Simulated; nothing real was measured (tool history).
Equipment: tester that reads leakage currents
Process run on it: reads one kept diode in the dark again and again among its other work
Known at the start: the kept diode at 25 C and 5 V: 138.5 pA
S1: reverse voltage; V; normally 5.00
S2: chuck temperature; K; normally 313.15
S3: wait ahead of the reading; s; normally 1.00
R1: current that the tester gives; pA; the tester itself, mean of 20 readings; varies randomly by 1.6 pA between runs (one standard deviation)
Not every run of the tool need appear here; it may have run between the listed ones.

run	hour	S1	S2	S3	R1
1	0.0	5.00	313.15	1.00	540.42
2	60.7	5.00	313.15	1.00	539.96
3	127.0	5.00	313.15	1.00	538.60
4	159.6	5.00	313.15	0.36	535.96
5	204.8	5.00	313.15	0.36	536.75
6	268.9	5.00	313.15	0.36	538.11
7	300.5	5.00	313.15	0.36	535.67
8	367.1	5.00	313.15	1.00	534.30
9	413.6	5.00	313.15	1.00	535.38
10	458.8	5.00	313.15	1.00	533.94
11	526.7	5.00	313.15	1.00	534.62
12	560.3	5.00	313.15	0.89	533.82
13	615.5	5.00	313.15	0.89	534.10
14	646.5	5.00	313.15	1.00	532.07
15	702.3	1.29	293.15	2.16	50.20
16	735.8	1.29	293.15	2.16	49.96
17	785.1	1.29	293.15	2.16	50.13
18	816.3	4.42	327.15	4.20	1600.00
19	855.2	4.42	327.15	4.20	1601.49
20	907.5	3.87	327.15	6.79	1515.60
21	969.0	5.00	327.15	1.00	1673.43
22	1036.1	5.00	327.15	1.00	1670.23
23	1090.6	19.55	313.15	5.85	909.06

Run 24, settings as shown, results not yet in. Your forecast:
24	1125.4	19.24	313.15	0.82	?

Run 24 measured R1 903.69 pA.
The same run, on a tool lacking any hidden state, would have yielded R1 915.23 pA.

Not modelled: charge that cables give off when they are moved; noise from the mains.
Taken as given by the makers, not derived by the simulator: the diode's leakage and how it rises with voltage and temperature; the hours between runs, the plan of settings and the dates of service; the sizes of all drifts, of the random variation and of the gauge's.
